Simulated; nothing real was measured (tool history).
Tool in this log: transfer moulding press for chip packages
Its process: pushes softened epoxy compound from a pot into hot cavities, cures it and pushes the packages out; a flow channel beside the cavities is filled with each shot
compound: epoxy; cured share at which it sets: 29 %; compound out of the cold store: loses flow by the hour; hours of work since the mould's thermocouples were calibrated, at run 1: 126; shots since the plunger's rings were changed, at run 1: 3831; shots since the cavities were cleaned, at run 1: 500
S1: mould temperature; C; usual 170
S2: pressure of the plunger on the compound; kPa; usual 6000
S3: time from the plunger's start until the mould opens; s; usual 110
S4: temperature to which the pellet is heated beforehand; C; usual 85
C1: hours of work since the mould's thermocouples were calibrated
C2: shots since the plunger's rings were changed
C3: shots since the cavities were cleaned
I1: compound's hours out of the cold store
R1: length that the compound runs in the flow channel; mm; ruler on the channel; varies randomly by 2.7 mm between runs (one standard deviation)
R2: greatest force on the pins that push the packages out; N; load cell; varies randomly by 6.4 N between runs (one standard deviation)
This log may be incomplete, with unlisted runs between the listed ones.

{"run": 1, "hour": 0.0, "S1": 170, "S2": 6000, "S3": 110, "S4": 85, "C1": 126, "C2": 3831, "C3": 500, "I1": 18.7, "R1": 985, "R2": 254}
{"hour": 67.7, "done": "cavities cleaned with cleaning compound and waxed"}
{"run": 2, "hour": 83.9, "S1": 170, "S2": 6000, "S3": 110, "S4": 85, "C1": 164, "C2": 4514, "C3": 134, "I1": 36.5, "R1": 901, "R2": 235}
{"run": 3, "hour": 133.2, "S1": 170, "S2": 6000, "S3": 110, "S4": 85, "C1": 186, "C2": 4923, "C3": 543, "I1": 38.7, "R1": 890, "R2": 244}
{"run": 4, "hour": 191.2, "S1": 170, "S2": 6000, "S3": 110, "S4": 85, "C1": 212, "C2": 5404, "C3": 1024, "I1": 34.5, "R1": 909, "R2": 247}
{"hour": 198.0, "done": "cavities cleaned with cleaning compound and waxed"}
{"hour": 230.0, "done": "plunger's sealing rings changed"}
{"run": 5, "hour": 274.2, "S1": 170, "S2": 6000, "S3": 110, "S4": 85, "C1": 248, "C2": 367, "C3": 611, "I1": 33.8, "R1": 910, "R2": 259}
{"run": 6, "hour": 317.8, "S1": 170, "S2": 6000, "S3": 110, "S4": 85, "C1": 268, "C2": 729, "C3": 973, "I1": 10.4, "R1": 1033, "R2": 262}
{"hour": 327.8, "done": "cavities cleaned with cleaning compound and waxed"}
{"run": 7, "hour": 389.4, "S1": 175, "S2": 6000, "S3": 110, "S4": 85, "C1": 300, "C2": 1310, "C3": 511, "I1": 25.4, "R1": 937, "R2": 196}
{"run": 8, "hour": 448.9, "S1": 175, "S2": 6000, "S3": 110, "S4": 85, "C1": 327, "C2": 1803, "C3": 1004, "I1": 30.8, "R1": 912, "R2": 200}
{"hour": 455.7, "done": "cavities cleaned with cleaning compound and waxed"}
{"run": 9, "hour": 492.0, "S1": 171, "S2": 6000, "S3": 110, "S4": 85, "C1": 346, "C2": 2148, "C3": 301, "I1": 32.9, "R1": 914, "R2": 231}
{"run": 10, "hour": 576.2, "S1": 171, "S2": 6000, "S3": 110, "S4": 85, "C1": 384, "C2": 2846, "C3": 999, "I1": 27.1, "R1": 939, "R2": 230}
{"hour": 583.2, "done": "cavities cleaned with cleaning compound and waxed"}
{"run": 11, "hour": 635.7, "S1": 171, "S2": 6000, "S3": 110, "S4": 85, "C1": 410, "C2": 3327, "C3": 435, "I1": 33.0, "R1": 910, "R2": 227}
{"run": 12, "hour": 683.7, "S1": 174, "S2": 6000, "S3": 110, "S4": 85, "C1": 432, "C2": 3725, "C3": 833, "I1": 9.2, "R1": 1023, "R2": 220}
{"hour": 710.3, "done": "cavities cleaned with cleaning compound and waxed"}
{"run": 13, "hour": 731.7, "S1": 170, "S2": 6000, "S3": 110, "S4": 85, "C1": 453, "C2": 4111, "C3": 178, "I1": 28.4, "R1": 941, "R2": 254}

Forecast run 14:
{"run": 14, "hour": 772.0, "S1": 170, "S2": 6120, "S3": 110, "S4": 85, "C1": 472, "C2": 4445, "C3": 512, "I1": 34.3, "R1": "?", "R2": "?"}

R1: 915 mm
R2: 251 N
Minus the tool's unlogged condition, the same run would have read R1 916 mm, R2 249 N.
